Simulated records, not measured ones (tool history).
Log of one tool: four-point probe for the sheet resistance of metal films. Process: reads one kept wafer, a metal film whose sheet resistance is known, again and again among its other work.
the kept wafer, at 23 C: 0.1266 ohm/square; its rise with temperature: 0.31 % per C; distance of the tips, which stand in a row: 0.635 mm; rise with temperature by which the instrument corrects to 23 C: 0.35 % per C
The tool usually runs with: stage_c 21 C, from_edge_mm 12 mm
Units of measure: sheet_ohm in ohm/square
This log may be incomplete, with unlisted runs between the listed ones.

run	day	stage_c	from_edge_mm	sheet_ohm
1	0.000	21	12	0.127134
2	1.642	21	12	0.127123
3	2.783	21	12	0.127105
4	4.383	21	5	0.128031
5	5.175	21	5	0.128026
6	6.271	21	5	0.128050
7	7.383	21	69	0.126971
8	8.733	27	12	0.126851
9	9.879	22	12	0.127129
10	11.475	22	12	0.127104
11	12.242	22	12	0.127119
12	12.938	21	45	0.126997
13	14.142	21	12	0.127164
14	15.404	21	12	0.127134
# day 15.558: stage's thermometer calibrated
15	16.271	27	12	0.126855
16	17.725	26	23	0.126727
17	18.438	24	12	0.126959
18	19.817	19	36	0.127026
19	20.717	19	36	0.126999
# day 22.062: stage's thermometer calibrated, once more
20	22.225	19	36	0.127174
21	23.475	32	36	0.126644
22	25.038	32	36	0.126562
23	25.850	22	5	0.128105
24	27.004	27	46	0.126779
25	28.212	23	24	0.126979
26	29.000	26	29	0.126884
27	30.038	26	29	0.126902
28	30.971	32	53	0.126549
29	32.433	26	5	0.127934
30	33.275	21	4	0.128744

Forecast each of these 3 alternatives for the next run:
A	34.733	26	4	?
B	34.733	21	7	?
C	34.733	20	43	?

run	sheet_ohm
A	0.128582
B	0.127617
C	0.127174
The same runs, with their run-to-run variation unchanged, on a tool lacking any hidden condition would have given:
run	sheet_ohm
A	0.128200
B	0.127237
C	0.126795

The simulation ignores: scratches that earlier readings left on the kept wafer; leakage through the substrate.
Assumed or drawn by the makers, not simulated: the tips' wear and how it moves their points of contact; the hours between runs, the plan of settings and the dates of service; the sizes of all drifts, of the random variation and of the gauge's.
